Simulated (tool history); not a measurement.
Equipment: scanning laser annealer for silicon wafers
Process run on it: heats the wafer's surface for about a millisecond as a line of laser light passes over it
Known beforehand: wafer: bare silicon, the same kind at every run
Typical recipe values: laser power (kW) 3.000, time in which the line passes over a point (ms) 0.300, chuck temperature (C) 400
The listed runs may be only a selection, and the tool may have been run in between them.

run,day,laser power (kW),time in which the line passes over a point (ms),chuck temperature (C),highest temperature of the surface (C)
1,0.000,3.000,0.300,400,1133
2,3.488,3.000,0.300,400,1118
3,6.792,3.045,0.300,400,1130
4,8.654,3.000,0.300,376,1095
5,9.992,3.000,0.300,376,1088
6,13.283,2.588,0.300,400,990
7,16.488,2.588,0.300,400,1013
8,19.025,3.000,0.300,400,1141
9,21.558,3.297,0.300,400,1237
10,22.988,3.297,0.300,400,1231
11,25.342,3.297,0.300,400,1239
12,27.783,3.297,0.300,400,1233
13,30.496,3.297,0.300,400,1233
14,33.621,3.297,0.300,400,1231
15,36.071,3.297,0.300,400,1225
16,38.117,3.000,0.300,400,1130
17,39.762,3.000,0.300,400,1131
18,41.579,2.900,0.300,400,1099
19,43.483,2.816,0.314,429,1120
20,46.367,2.863,0.362,400,1165
21,48.246,2.863,0.362,400,1167
22,50.075,2.863,0.362,400,1164
23,51.750,2.863,0.362,400,1165
24,53.988,3.000,0.232,378,1002
25,56.292,2.968,0.276,405,1085
26,59.033,2.968,0.276,405,1083
27,60.429,2.617,0.316,406,1028
28,63.012,3.076,0.300,431,1175
29,65.567,3.076,0.300,431,1198
30,67.333,3.000,0.374,363,1214
31,70.567,2.752,0.285,417,1059
32,73.788,2.776,0.236,384,963
33,75.917,2.776,0.236,370,945
34,77.246,3.000,0.300,361,1098
35,79.042,3.000,0.300,361,1095

Missing from the log above: 3 entries noted between runs. For each, name the pair of listed runs it sits between and say how the tool's hidden condition differs from the listed run just before to the listed run just after:
In the gap between runs 1 and 2: optics aligned, line set to its width (day 1.812)
  light that passes the window, % of a clean one's: 99.39 -> 99.3; laser's true power over the reading, %: -0.31 -> -0.33; width of the line over the set one, %: 3.41 -> 5.88
  measured minus no-state result, highest temperature of the surface (C): -27 -> -39
In the gap between runs 6 and 7: optics aligned, line set to its width, once more (day 14.775)
  light that passes the window, % of a clean one's: 99.03 -> 98.95; laser's true power over the reading, %: -0.39 -> -0.4; width of the line over the set one, %: 6.13 -> 0.23
  measured minus no-state result, highest temperature of the surface (C): -36 -> -12
In the gap between runs 28 and 29: window over the wafer cleaned (day 65.262)
  light that passes the window, % of a clean one's: 97.64 -> 99.88; laser's true power over the reading, %: -0.67 -> -0.69; width of the line over the set one, %: 1.45 -> 1.51
  measured minus no-state result, highest temperature of the surface (C): -38 -> -16

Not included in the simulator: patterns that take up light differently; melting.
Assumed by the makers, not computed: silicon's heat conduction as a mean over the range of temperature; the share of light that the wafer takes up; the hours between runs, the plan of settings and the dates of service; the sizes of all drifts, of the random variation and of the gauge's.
